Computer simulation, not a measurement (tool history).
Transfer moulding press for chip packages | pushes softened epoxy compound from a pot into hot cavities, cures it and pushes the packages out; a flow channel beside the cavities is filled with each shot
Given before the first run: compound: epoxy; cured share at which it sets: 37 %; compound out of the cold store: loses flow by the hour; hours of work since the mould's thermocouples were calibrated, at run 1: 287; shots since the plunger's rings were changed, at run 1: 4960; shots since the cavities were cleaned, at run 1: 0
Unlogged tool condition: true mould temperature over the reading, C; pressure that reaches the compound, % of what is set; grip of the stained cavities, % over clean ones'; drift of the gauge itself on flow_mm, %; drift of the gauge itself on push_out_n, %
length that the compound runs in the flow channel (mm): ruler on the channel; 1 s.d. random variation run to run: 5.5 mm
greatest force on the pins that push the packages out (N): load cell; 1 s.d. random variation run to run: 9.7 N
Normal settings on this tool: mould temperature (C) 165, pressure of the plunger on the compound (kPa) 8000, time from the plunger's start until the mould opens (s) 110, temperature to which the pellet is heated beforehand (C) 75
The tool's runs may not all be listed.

run   hour  mould temperature (C)  pressure of the plunger on the compound (kPa)  time from the plunger's start until the mould opens (s)  temperature to which the pellet is heated beforehand (C)  hours of work since the mould's thermocouples were calibrated  shots since the plunger's rings were changed  shots since the cavities were cleaned  incoming compound's hours out of the cold store  length that the compound runs in the flow channel (mm)  greatest force on the pins that push the packages out (N)
  1      0                    165                                           8000                                                      110                                                        75                                                            287                                          4960                                      0                                             22.8                                                     766                                                        424
  2    5.3                    165                                           8000                                                      110                                                        75                                                            291                                          5014                                     54                                             25.4                                                     762                                                        435
  3   12.1                    165                                           8000                                                      110                                                        75                                                            295                                          5084                                    124                                             11.5                                                     791                                                        454
  4   18.3                    165                                           8000                                                      110                                                        75                                                            299                                          5147                                    187                                             20.5                                                     772                                                        457
  5   28.2                    165                                           6570                                                      110                                                        75                                                            306                                          5248                                    288                                              9.7                                                     736                                                        455
  6   34.4                    165                                           6570                                                      110                                                        75                                                            310                                          5311                                    351                                               12                                                     712                                                        449
  7   41.8                    165                                           6570                                                      110                                                        75                                                            315                                          5386                                    426                                               18                                                     708                                                        455
  8   47.6                    165                                           8000                                                      143                                                        75                                                            318                                          5446                                    486                                             44.8                                                     705                                                        375
  9   54.7                    165                                           9590                                                      110                                                        75                                                            323                                          5518                                    558                                             40.5                                                     785                                                        429
 10     64                    165                                           9590                                                      110                                                        75                                                            329                                          5614                                    654                                             39.3                                                     787                                                        422
 11   73.7                    165                                           9590                                                      110                                                        75                                                            336                                          5713                                    753                                             34.4                                                     803                                                        414
 12   81.1                    165                                           9590                                                      110                                                        75                                                            340                                          5788                                    828                                             36.1                                                     806                                                        437
 13   92.2                    165                                           8000                                                      110                                                        75                                                            348                                          5901                                    941                                             44.5                                                     700                                                        420
 14   98.4                    165                                           8000                                                      110                                                        75                                                            352                                          5965                                   1005                                             12.9                                                     796                                                        459
 15  107.9                    165                                           6860                                                      110                                                        71                                                            358                                          6062                                   1102                                             37.5                                                     667                                                        448
     115.9  -- cavities cleaned with cleaning compound and waxed
 16  115.9                    169                                           8350                                                       92                                                        75                                                            362                                          6128                                      0                                             37.3                                                     725                                                        444
 17  120.6                    171                                           9910                                                      122                                                        75                                                            365                                          6176                                     48                                             29.9                                                     800                                                        383
     127.9  -- plunger's sealing rings changed
 18  130.9                    165                                           8000                                                      110                                                        70                                                            370                                            30                                    127                                             18.7                                                     772                                                        437
 19  140.7                    165                                           6540                                                      110                                                        73                                                            377                                           131                                    228                                             25.7                                                     688                                                        429
 20  150.4                    159                                           6750                                                      110                                                        66                                                            383                                           230                                    327                                             13.7                                                     754                                                        662
 21  161.4                    165                                           6360                                                      110                                                        76                                                            390                                           342                                    439                                             23.3                                                     679                                                        441
 22  167.5                    157                                           8700                                                      110                                                        72                                                            394                                           404                                    501                                             25.1                                                     831                                                        791
 23  174.2                    165                                           6370                                                      130                                                        66                                                            399                                           472                                    569                                             14.7                                                     689                                                        365
 24    185                    168                                           6370                                                      130                                                        83                                                            406                                           583                                    680                                             46.6                                                     616                                                        370
 25  189.9                    169                                           6890                                                      130                                                        66                                                            409                                           633                                    730                                             25.5                                                     687                                                        355
 26  201.1                    165                                           6890                                                      129                                                        76                                                            416                                           748                                    845                                             41.3                                                     664                                                        384
 27  211.8                    163                                           8000                                                      110                                                        75                                                            423                                           857                                    954                                             12.5                                                     801                                                        494
 28    218                    163                                           8000                                                      110                                                        75                                                            428                                           920                                   1017                                             41.3                                                     728                                                        464

Alternative continuations, all from the tool just after run 28; predict every row:
  A  224.9                    163                                           9450                                                      110                                                        78                                                            432                                           990                                   1087                                             18.6                                                       ?                                                          ?
  B  224.9                    165                                           7430                                                      110                                                        76                                                            432                                           990                                   1087                                             47.6                                                       ?                                                          ?
  C  224.9                    163                                           8000                                                      109                                                        84                                                            432                                           990                                   1087                                             35.3                                                       ?                                                          ?
  D  224.9                    163                                           8000                                                      110                                                        78                                                            432                                           990                                   1087                                             39.4                                                       ?                                                          ?
  E  224.9                    166                                           8500                                                      110                                                        76                                                            432                                           990                                   1087                                               35                                                       ?                                                          ?

run  length that the compound runs in the flow channel (mm)  greatest force on the pins that push the packages out (N)
  A                                                     854                                                        502
  B                                                     677                                                        426
  C                                                     743                                                        474
  D                                                     738                                                        479
  E                                                     757                                                        417
Stripped of hidden state, with their random variation kept, the same runs would have yielded:
run  length that the compound runs in the flow channel (mm)  greatest force on the pins that push the packages out (N)
  A                                                     854                                                        496
  B                                                     677                                                        421
  C                                                     743                                                        468
  D                                                     738                                                        473
  E                                                     757                                                        412
